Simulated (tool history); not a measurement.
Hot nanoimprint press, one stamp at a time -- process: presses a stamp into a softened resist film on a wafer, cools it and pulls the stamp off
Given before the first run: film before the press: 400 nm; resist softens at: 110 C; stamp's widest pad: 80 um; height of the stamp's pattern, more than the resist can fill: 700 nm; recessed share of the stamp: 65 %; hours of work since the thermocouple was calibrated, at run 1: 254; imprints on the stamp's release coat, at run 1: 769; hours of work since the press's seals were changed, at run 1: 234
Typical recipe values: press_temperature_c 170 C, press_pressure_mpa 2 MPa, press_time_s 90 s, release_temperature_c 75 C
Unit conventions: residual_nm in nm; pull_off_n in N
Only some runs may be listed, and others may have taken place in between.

run,hour,press_temperature_c,press_pressure_mpa,press_time_s,release_temperature_c,hours of work since the thermocouple was calibrated,imprints on the stamp's release coat,hours of work since the press's seals were changed,residual_nm,pull_off_n
1,0,170,2,90,75,254,769,234,178.6,193
2,16.8,170,1.96,90,75,263,803,243,181.3,190
3,30.4,170,2,90,75,270,830,251,180.4,195
4,41.8,163,2,90,75,277,852,257,250.1,193
5,62.9,170,2.79,90,75,288,894,269,156.8,190
6,74.6,170,2.79,90,75,295,917,275,158.1,192
# hour 98.3: plate thermocouple calibrated
7,99.6,170,2.79,90,75,1,961,287,156.7,197
8,119.6,170,2.79,90,75,12,1000,298,155.5,195
9,136.8,163,2.79,90,65,21,1034,308,224.1,204
10,150.2,170,2,63,67,29,1061,315,208.1,202
11,166.3,170,2,90,72,38,1093,324,181.8,196
12,191.2,170,2.07,90,60,51,1142,338,178.5,210
13,217.3,181,2.46,79,70,66,1194,352,101,202
14,240.4,178,2.92,50,73,78,1240,365,133,202
15,255.3,180,2,90,80,87,1269,373,111.5,179

Predict each of these 5 candidate next runs independently; none follows another, all start after run 15:
A,266.8,164,2,90,75,93,1292,380,?,?
B,266.8,171,2,90,75,93,1292,380,?,?
C,266.8,170,2,118,76,93,1292,380,?,?
D,266.8,166,2.9,124,80,93,1292,380,?,?
E,266.8,170,2,113,67,93,1292,380,?,?

run,residual_nm,pull_off_n
A,244,197
B,172.3,191
C,162.1,189
D,170.5,188
E,166.9,212
Stripped of hidden state, with their random variation kept, the same runs would have yielded:
run,residual_nm,pull_off_n
A,239.3,195
B,169,190
C,159,187
D,167.1,186
E,163.7,210
